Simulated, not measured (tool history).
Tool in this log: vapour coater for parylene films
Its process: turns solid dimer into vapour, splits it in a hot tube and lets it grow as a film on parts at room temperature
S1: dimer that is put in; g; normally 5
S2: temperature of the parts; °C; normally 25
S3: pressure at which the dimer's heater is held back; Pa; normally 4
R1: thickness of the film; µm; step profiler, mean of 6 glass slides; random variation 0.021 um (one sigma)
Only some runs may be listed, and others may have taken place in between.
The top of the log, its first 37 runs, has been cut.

run 38 hour=2038.2 | S1=6 S2=22 S3=4 | R1=1.9
run 39 hour=2114.4 | S1=6 S2=22 S3=4 | R1=1.87
run 40 hour=2155.6 | S1=6 S2=22 S3=4 | R1=1.86
run 41 hour=2234.6 | S1=5 S2=25 S3=2.01 | R1=1.56
-- hour=2316.8 trap's valve overhauled
run 42 hour=2316.8 | S1=5 S2=25 S3=2.01 | R1=1.67
run 43 hour=2369.7 | S1=3 S2=35 S3=5.66 | R1=0.67
run 44 hour=2451.1 | S1=2 S2=19 S3=7.44 | R1=0.65
run 45 hour=2494.3 | S1=6 S2=28 S3=7.44 | R1=1.47
run 46 hour=2530 | S1=3 S2=26 S3=2.23 | R1=0.86
run 47 hour=2590.3 | S1=5 S2=20 S3=4 | R1=1.64

Branching from run 47: 4 alternative next runs. What would each branch give?
run A hour=2627.3 | S1=5 S2=25 S3=4 | R1=?
run B hour=2627.3 | S1=2 S2=25 S3=8.48 | R1=?
run C hour=2627.3 | S1=4 S2=35 S3=4 | R1=?
run D hour=2627.3 | S1=5 S2=18 S3=2.48 | R1=?

run=A R1=1.38
run=B R1=0.49
run=C R1=0.81
run=D R1=1.82
With the hidden condition removed and each run's random variation left untouched, the same runs would have given:
run=A R1=1.52
run=B R1=0.54
run=C R1=0.89
run=D R1=2.01
